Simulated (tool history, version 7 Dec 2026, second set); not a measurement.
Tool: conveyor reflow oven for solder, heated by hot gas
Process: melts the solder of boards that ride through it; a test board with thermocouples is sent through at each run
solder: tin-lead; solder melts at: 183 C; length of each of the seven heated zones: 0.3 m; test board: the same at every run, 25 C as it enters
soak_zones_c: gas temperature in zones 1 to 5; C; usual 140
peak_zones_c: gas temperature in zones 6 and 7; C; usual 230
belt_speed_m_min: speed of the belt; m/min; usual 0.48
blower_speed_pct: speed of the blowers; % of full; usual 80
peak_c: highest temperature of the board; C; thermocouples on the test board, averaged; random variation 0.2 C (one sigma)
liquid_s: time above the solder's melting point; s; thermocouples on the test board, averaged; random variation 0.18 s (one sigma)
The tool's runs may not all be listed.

Run 1, day 0.000: usual settings. Result: peak_c 221.0 C, liquid_s 61.0 s.
Run 2, day 1.333: usual settings. Result: peak_c 220.8 C, liquid_s 61.2 s.
Run 3, day 2.529: usual settings. Result: peak_c 220.6 C, liquid_s 61.1 s.
Run 4, day 4.171: usual settings. Result: peak_c 220.9 C, liquid_s 61.0 s.
Run 5, day 5.338: usual settings. Result: peak_c 220.6 C, liquid_s 60.8 s.
Run 6, day 6.529: usual settings but peak_zones_c 227 C. Result: peak_c 217.5 C, liquid_s 59.1 s.
At day 6.979: flux residue cleaned out of gas plates and filters.
Run 7, day 9.088: usual settings but peak_zones_c 227 C. Result: peak_c 216.2 C, liquid_s 57.7 s.
Run 8, day 11.792: usual settings but peak_zones_c 227 C. Result: peak_c 216.2 C, liquid_s 57.5 s.
Run 9, day 13.733: usual settings. Result: peak_c 218.4 C, liquid_s 59.2 s.
Run 10, day 15.288: usual settings. Result: peak_c 218.3 C, liquid_s 59.3 s.
At day 16.350: belt drive overhauled, speed set with a stopwatch.
Run 11, day 16.771: usual settings but blower_speed_pct 61 % of full. Result: peak_c 214.2 C, liquid_s 53.6 s.
Run 12, day 19.196: usual settings but soak_zones_c 133 C, peak_zones_c 236 C, blower_speed_pct 61 % of full. Result: peak_c 217.3 C, liquid_s 54.4 s.

Run 13 comes next. What will it give?
At day 20.062: flux residue cleaned out of gas plates and filters, once more.
Run 13, day 21.208: usual settings but soak_zones_c 151 C, peak_zones_c 236 C, blower_speed_pct 61 % of full. Result: peak_c ?, liquid_s ?.

Run 13 gave peak_c 225.1 C, liquid_s 66.6 s.
Without the tool's hidden state the same run would have given peak_c 222.5 C, liquid_s 64.9 s.

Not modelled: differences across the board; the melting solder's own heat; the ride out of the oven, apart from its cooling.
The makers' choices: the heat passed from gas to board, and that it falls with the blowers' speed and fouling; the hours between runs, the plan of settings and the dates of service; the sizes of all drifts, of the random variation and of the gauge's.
